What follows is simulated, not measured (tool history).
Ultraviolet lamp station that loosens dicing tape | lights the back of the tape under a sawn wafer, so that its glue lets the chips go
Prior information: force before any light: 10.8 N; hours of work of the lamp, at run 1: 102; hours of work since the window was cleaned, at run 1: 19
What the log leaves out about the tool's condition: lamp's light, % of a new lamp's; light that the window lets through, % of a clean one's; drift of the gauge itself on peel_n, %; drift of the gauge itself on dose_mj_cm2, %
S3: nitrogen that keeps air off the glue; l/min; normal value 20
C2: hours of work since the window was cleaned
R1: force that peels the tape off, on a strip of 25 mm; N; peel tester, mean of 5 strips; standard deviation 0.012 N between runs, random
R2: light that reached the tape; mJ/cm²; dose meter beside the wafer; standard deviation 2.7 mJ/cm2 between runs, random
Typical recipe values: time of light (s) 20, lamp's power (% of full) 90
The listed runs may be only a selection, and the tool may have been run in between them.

{"run": 1, "day": 0.0, "time of light (s)": 20, "lamp's power (% of full)": 90, "S3": 20, "hours of work of the lamp": 102, "C2": 19, "R1": 0.518, "R2": 351}
{"run": 2, "day": 1.688, "time of light (s)": 20, "lamp's power (% of full)": 90, "S3": 20, "hours of work of the lamp": 122, "C2": 39, "R1": 0.508, "R2": 356}
{"run": 3, "day": 2.942, "time of light (s)": 20, "lamp's power (% of full)": 88, "S3": 20, "hours of work of the lamp": 137, "C2": 54, "R1": 0.532, "R2": 347}
{"run": 4, "day": 4.529, "time of light (s)": 20, "lamp's power (% of full)": 88, "S3": 20, "hours of work of the lamp": 156, "C2": 73, "R1": 0.543, "R2": 348}
{"run": 5, "day": 5.762, "time of light (s)": 16, "lamp's power (% of full)": 88, "S3": 20, "hours of work of the lamp": 171, "C2": 88, "R1": 0.863, "R2": 280}
{"run": 6, "day": 7.388, "time of light (s)": 16, "lamp's power (% of full)": 76, "S3": 20, "hours of work of the lamp": 190, "C2": 107, "R1": 1.185, "R2": 241}
{"run": 7, "day": 9.017, "time of light (s)": 20, "lamp's power (% of full)": 64, "S3": 20, "hours of work of the lamp": 210, "C2": 126, "R1": 1.066, "R2": 255}
{"run": 8, "day": 10.838, "time of light (s)": 20, "lamp's power (% of full)": 64, "S3": 20, "hours of work of the lamp": 231, "C2": 148, "R1": 1.07, "R2": 254}
{"run": 9, "day": 11.929, "time of light (s)": 20, "lamp's power (% of full)": 64, "S3": 20, "hours of work of the lamp": 244, "C2": 161, "R1": 1.045, "R2": 250}
{"run": 10, "day": 13.296, "time of light (s)": 20, "lamp's power (% of full)": 64, "S3": 20, "hours of work of the lamp": 261, "C2": 178, "R1": 1.049, "R2": 253}
{"run": 11, "day": 14.133, "time of light (s)": 20, "lamp's power (% of full)": 64, "S3": 20, "hours of work of the lamp": 271, "C2": 188, "R1": 1.083, "R2": 256}
{"run": 12, "day": 15.375, "time of light (s)": 20, "lamp's power (% of full)": 60, "S3": 20, "hours of work of the lamp": 286, "C2": 202, "R1": 1.211, "R2": 236}
{"day": 15.896, "done": "window cleaned of glue's vapour"}
{"run": 13, "day": 16.446, "time of light (s)": 20, "lamp's power (% of full)": 73, "S3": 20, "hours of work of the lamp": 298, "C2": 7, "R1": 0.82, "R2": 287}
{"run": 14, "day": 17.329, "time of light (s)": 20, "lamp's power (% of full)": 75, "S3": 20, "hours of work of the lamp": 309, "C2": 17, "R1": 0.802, "R2": 297}
{"run": 15, "day": 18.133, "time of light (s)": 20, "lamp's power (% of full)": 75, "S3": 20, "hours of work of the lamp": 318, "C2": 27, "R1": 0.803, "R2": 295}
{"run": 16, "day": 19.204, "time of light (s)": 20, "lamp's power (% of full)": 90, "S3": 9, "hours of work of the lamp": 331, "C2": 39, "R1": 0.926, "R2": 353}
{"run": 17, "day": 20.096, "time of light (s)": 20, "lamp's power (% of full)": 90, "S3": 9, "hours of work of the lamp": 342, "C2": 50, "R1": 0.894, "R2": 355}
{"run": 18, "day": 21.375, "time of light (s)": 20, "lamp's power (% of full)": 90, "S3": 9, "hours of work of the lamp": 357, "C2": 65, "R1": 0.923, "R2": 354}
{"run": 19, "day": 22.342, "time of light (s)": 20, "lamp's power (% of full)": 90, "S3": 20, "hours of work of the lamp": 369, "C2": 77, "R1": 0.513, "R2": 353}
{"run": 20, "day": 23.321, "time of light (s)": 20, "lamp's power (% of full)": 90, "S3": 20, "hours of work of the lamp": 380, "C2": 89, "R1": 0.513, "R2": 352}
{"run": 21, "day": 25.021, "time of light (s)": 20, "lamp's power (% of full)": 90, "S3": 20, "hours of work of the lamp": 400, "C2": 109, "R1": 0.52, "R2": 357}
{"run": 22, "day": 26.633, "time of light (s)": 20, "lamp's power (% of full)": 90, "S3": 9, "hours of work of the lamp": 420, "C2": 128, "R1": 0.927, "R2": 361}
{"run": 23, "day": 28.192, "time of light (s)": 37, "lamp's power (% of full)": 90, "S3": 19, "hours of work of the lamp": 438, "C2": 147, "R1": 0.241, "R2": 652}
{"run": 24, "day": 29.471, "time of light (s)": 14, "lamp's power (% of full)": 68, "S3": 22, "hours of work of the lamp": 454, "C2": 162, "R1": 1.76, "R2": 187}
{"run": 25, "day": 31.012, "time of light (s)": 13, "lamp's power (% of full)": 87, "S3": 13, "hours of work of the lamp": 472, "C2": 180, "R1": 1.707, "R2": 228}
{"run": 26, "day": 32.867, "time of light (s)": 13, "lamp's power (% of full)": 87, "S3": 13, "hours of work of the lamp": 494, "C2": 203, "R1": 1.769, "R2": 227}
{"day": 33.483, "done": "window cleaned of glue's vapour"}
{"run": 27, "day": 33.692, "time of light (s)": 12, "lamp's power (% of full)": 90, "S3": 31, "hours of work of the lamp": 504, "C2": 2, "R1": 1.172, "R2": 216}
{"run": 28, "day": 34.767, "time of light (s)": 40, "lamp's power (% of full)": 90, "S3": 31, "hours of work of the lamp": 517, "C2": 15, "R1": 0.223, "R2": 714}
{"run": 29, "day": 36.15, "time of light (s)": 33, "lamp's power (% of full)": 90, "S3": 14, "hours of work of the lamp": 533, "C2": 32, "R1": 0.276, "R2": 585}
{"run": 30, "day": 37.142, "time of light (s)": 33, "lamp's power (% of full)": 90, "S3": 14, "hours of work of the lamp": 545, "C2": 44, "R1": 0.274, "R2": 586}
{"run": 31, "day": 38.562, "time of light (s)": 19, "lamp's power (% of full)": 90, "S3": 20, "hours of work of the lamp": 562, "C2": 61, "R1": 0.57, "R2": 338}
{"run": 32, "day": 40.046, "time of light (s)": 19, "lamp's power (% of full)": 90, "S3": 20, "hours of work of the lamp": 580, "C2": 78, "R1": 0.592, "R2": 342}
{"run": 33, "day": 41.438, "time of light (s)": 19, "lamp's power (% of full)": 90, "S3": 20, "hours of work of the lamp": 596, "C2": 95, "R1": 0.605, "R2": 339}
{"day": 41.896, "done": "lamp changed"}
{"run": 34, "day": 42.4, "time of light (s)": 20, "lamp's power (% of full)": 77, "S3": 20, "hours of work of the lamp": 6, "C2": 106, "R1": 0.741, "R2": 309}

Predict the results of run 35:
{"run": 35, "day": 44.254, "time of light (s)": 20, "lamp's power (% of full)": 94, "S3": 12, "hours of work of the lamp": 28, "C2": 128, "R1": "?", "R2": "?"}

R1: 0.707 N
R2: 367 mJ/cm²
Had the tool carried no hidden state, the very same run would have given R1 0.706 N, R2 368 mJ/cm².
